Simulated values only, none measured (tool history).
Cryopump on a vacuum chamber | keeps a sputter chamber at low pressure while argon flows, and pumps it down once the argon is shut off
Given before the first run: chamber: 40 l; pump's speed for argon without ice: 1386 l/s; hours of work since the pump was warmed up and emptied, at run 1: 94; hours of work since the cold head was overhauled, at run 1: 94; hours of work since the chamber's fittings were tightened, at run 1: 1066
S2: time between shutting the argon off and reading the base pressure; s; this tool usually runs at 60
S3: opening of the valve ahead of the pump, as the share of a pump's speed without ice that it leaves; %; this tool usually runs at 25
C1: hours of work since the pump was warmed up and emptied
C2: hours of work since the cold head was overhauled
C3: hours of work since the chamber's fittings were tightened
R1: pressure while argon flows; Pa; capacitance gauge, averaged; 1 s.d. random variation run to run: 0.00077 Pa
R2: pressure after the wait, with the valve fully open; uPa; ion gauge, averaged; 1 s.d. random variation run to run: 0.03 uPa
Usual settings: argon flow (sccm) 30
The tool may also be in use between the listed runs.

Run 1, day 0.000: usual settings; C1 94; C2 94; C3 1066. Result: R1 0.1479 Pa, R2 1.99 uPa.
Run 2, day 0.321: usual settings; C1 98; C2 98; C3 1070. Result: R1 0.1463 Pa, R2 1.99 uPa.
Run 3, day 0.854: usual settings; C1 104; C2 104; C3 1076. Result: R1 0.1478 Pa, R2 2.03 uPa.
Run 4, day 1.367: usual settings but S3 33 %; C1 110; C2 110; C3 1082. Result: R1 0.1121 Pa, R2 2.06 uPa.
Run 5, day 1.683: usual settings but S3 33 %; C1 114; C2 114; C3 1086. Result: R1 0.1109 Pa, R2 1.98 uPa.
Run 6, day 2.271: usual settings but argon flow (sccm) 12; C1 121; C2 121; C3 1092. Result: R1 0.0588 Pa, R2 2.01 uPa.
Run 7, day 2.583: usual settings but argon flow (sccm) 12; C1 125; C2 125; C3 1096. Result: R1 0.0589 Pa, R2 2.02 uPa.
Run 8, day 2.867: usual settings but argon flow (sccm) 12; C1 128; C2 128; C3 1099. Result: R1 0.0585 Pa, R2 2.04 uPa.
Run 9, day 3.404: usual settings but argon flow (sccm) 20; C1 134; C2 134; C3 1106. Result: R1 0.0975 Pa, R2 1.99 uPa.
Run 10, day 4.008: usual settings but argon flow (sccm) 20; C1 141; C2 141; C3 1113. Result: R1 0.0984 Pa, R2 2.01 uPa.
Run 11, day 4.325: usual settings but argon flow (sccm) 20; C1 145; C2 145; C3 1117. Result: R1 0.0980 Pa, R2 2.03 uPa.
Run 12, day 4.675: usual settings; C1 149; C2 149; C3 1121. Result: R1 0.1483 Pa, R2 1.99 uPa.
Run 13, day 5.175: usual settings; C1 155; C2 155; C3 1126. Result: R1 0.1481 Pa, R2 2.02 uPa.
Run 14, day 5.617: usual settings but argon flow (sccm) 38; C1 160; C2 160; C3 1132. Result: R1 0.1868 Pa, R2 2.10 uPa.
Run 15, day 6.217: usual settings but argon flow (sccm) 38; C1 167; C2 167; C3 1139. Result: R1 0.1889 Pa, R2 2.08 uPa.
Run 16, day 6.812: usual settings but argon flow (sccm) 38; C1 174; C2 174; C3 1146. Result: R1 0.1876 Pa, R2 2.02 uPa.
Run 17, day 7.392: usual settings but argon flow (sccm) 38; C1 181; C2 181; C3 1152. Result: R1 0.1888 Pa, R2 2.04 uPa.
Run 18, day 7.967: usual settings but argon flow (sccm) 38; C1 188; C2 188; C3 1159. Result: R1 0.1885 Pa, R2 2.04 uPa.
Run 19, day 8.554: usual settings but S2 21 s; C1 195; C2 195; C3 1166. Result: R1 0.1458 Pa, R2 4.40 uPa.
Run 20, day 9.117: usual settings but S2 21 s; C1 201; C2 201; C3 1173. Result: R1 0.1480 Pa, R2 4.53 uPa.
Run 21, day 9.429: usual settings but argon flow (sccm) 41, S2 20 s, S3 41 %; C1 205; C2 205; C3 1176. Result: R1 0.1246 Pa, R2 4.67 uPa.
Run 22, day 9.925: usual settings but argon flow (sccm) 23, S2 23 s, S3 16 %; C1 211; C2 211; C3 1182. Result: R1 0.1760 Pa, R2 4.20 uPa.
Run 23, day 10.233: usual settings but argon flow (sccm) 38, S2 144 s, S3 43 %; C1 214; C2 214; C3 1186. Result: R1 0.1092 Pa, R2 1.34 uPa.
Run 24, day 10.504: usual settings but argon flow (sccm) 38, S2 144 s, S3 43 %; C1 217; C2 217; C3 1189. Result: R1 0.1095 Pa, R2 1.34 uPa.
Run 25, day 11.075: usual settings but argon flow (sccm) 17, S2 40 s, S3 43 %; C1 224; C2 224; C3 1196. Result: R1 0.0494 Pa, R2 2.71 uPa.
Run 26, day 11.546: usual settings but argon flow (sccm) 19, S2 149 s, S3 38 %; C1 230; C2 230; C3 1201. Result: R1 0.0608 Pa, R2 1.29 uPa.
Run 27, day 11.971: usual settings but argon flow (sccm) 19, S2 149 s, S3 38 %; C1 235; C2 235; C3 1206. Result: R1 0.0616 Pa, R2 1.28 uPa.

What if the next run were any one of these 3? Each begins from the tool's condition after run 27:
Run A, day 12.429: usual settings but argon flow (sccm) 38, S2 227 s, S3 47 %; C1 240; C2 240; C3 1211. Result: R1 ?, R2 ?.
Run B, day 12.429: usual settings but argon flow (sccm) 50, S2 48 s, S3 17 %; C1 240; C2 240; C3 1211. Result: R1 ?, R2 ?.
Run C, day 12.429: usual settings but argon flow (sccm) 46, S2 33 s, S3 51 %; C1 240; C2 240; C3 1211. Result: R1 ?, R2 ?.

run      R1    R2
  A  0.1010  1.14
  B  0.3628  2.47
  C  0.1121  3.10
Stripped of hidden state, with their random variation kept, the same runs would have yielded:
run      R1    R2
  A  0.0989  0.58
  B  0.3600  1.91
  C  0.1095  2.55
